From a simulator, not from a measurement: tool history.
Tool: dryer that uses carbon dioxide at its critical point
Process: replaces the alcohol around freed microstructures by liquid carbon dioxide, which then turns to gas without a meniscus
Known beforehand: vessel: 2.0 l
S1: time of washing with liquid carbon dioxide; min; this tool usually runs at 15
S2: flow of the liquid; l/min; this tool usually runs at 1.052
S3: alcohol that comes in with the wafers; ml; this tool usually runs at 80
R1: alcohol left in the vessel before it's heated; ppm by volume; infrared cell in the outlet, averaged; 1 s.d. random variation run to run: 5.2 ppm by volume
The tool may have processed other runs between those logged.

run,day,S1,S2,S3,R1
1,0.000,15,1.052,80,150
2,1.183,15,1.052,80,151
3,2.054,15,1.052,80,161
4,2.929,15,1.052,80,163
5,4.204,15,1.052,80,168
6,5.046,15,1.052,80,166
7,6.212,15,1.052,80,163
8,7.508,15,1.052,80,160
9,8.617,15,1.052,80,173
10,9.604,15,0.920,80,279
11,10.504,15,0.920,80,296
12,11.900,15,1.052,41,128
13,13.250,15,1.052,41,137
14,14.692,15,1.052,80,190
15,16.392,15,1.052,80,204
16,18.046,15,1.052,80,198
17,19.583,15,1.300,80,118
18,20.404,15,1.300,80,117
# day 22.029: inlet filter changed
19,22.029,15,1.052,43,132
20,22.812,15,1.052,27,119
21,24.242,15,1.052,27,119
22,25.892,15,1.052,60,158
23,26.821,15,1.052,80,191
24,27.962,13,1.400,42,119
25,28.812,15,0.890,64,275
26,29.546,15,0.890,64,282
27,30.554,13,1.052,24,156
28,31.554,10,1.180,91,642
29,32.696,22,1.052,96,112
30,33.825,13,1.180,80,224
31,34.767,13,1.180,80,236
32,36.092,13,1.180,62,219
33,36.954,11,0.790,80,1610
34,38.325,11,0.790,80,1613
35,39.904,10,1.010,22,366
36,41.246,20,0.990,67,137
37,42.546,15,1.680,53,114
38,43.604,15,1.680,53,114
39,45.267,11,0.720,46,1370
# day 45.875: inlet filter changed
40,46.833,11,0.720,46,1125
41,47.796,16,1.190,30,125
42,48.583,13,1.190,48,179
43,49.308,13,1.190,48,186
44,50.275,15,1.052,29,143
# day 51.212: purifier's bed changed
45,51.233,15,0.720,33,267
46,51.946,14,1.550,22,7

Measured minus without-hidden-state, run by run (identical run-to-run variation in each term; gauge scatter may differ):
Hidden state at play: flow that reaches the vessel past the clogged filter, %; alcohol in the recycled carbon dioxide, ppm; drift of the gauge itself on alcohol_ppm, %.
run,R1
1,+61
2,+66
3,+68
4,+72
5,+76
6,+76
7,+79
8,+82
9,+88
10,+109
11,+115
12,+85
13,+87
14,+107
15,+111
16,+117
17,+94
18,+96
19,+85
20,+86
21,+87
22,+94
23,+101
24,+95
25,+112
26,+115
27,+103
28,+170
29,+99
30,+122
31,+126
32,+123
33,+328
34,+345
35,+155
36,+111
37,+108
38,+111
39,+362
40,+133
41,+113
42,+115
43,+119
44,+118
45,+21
46,+2

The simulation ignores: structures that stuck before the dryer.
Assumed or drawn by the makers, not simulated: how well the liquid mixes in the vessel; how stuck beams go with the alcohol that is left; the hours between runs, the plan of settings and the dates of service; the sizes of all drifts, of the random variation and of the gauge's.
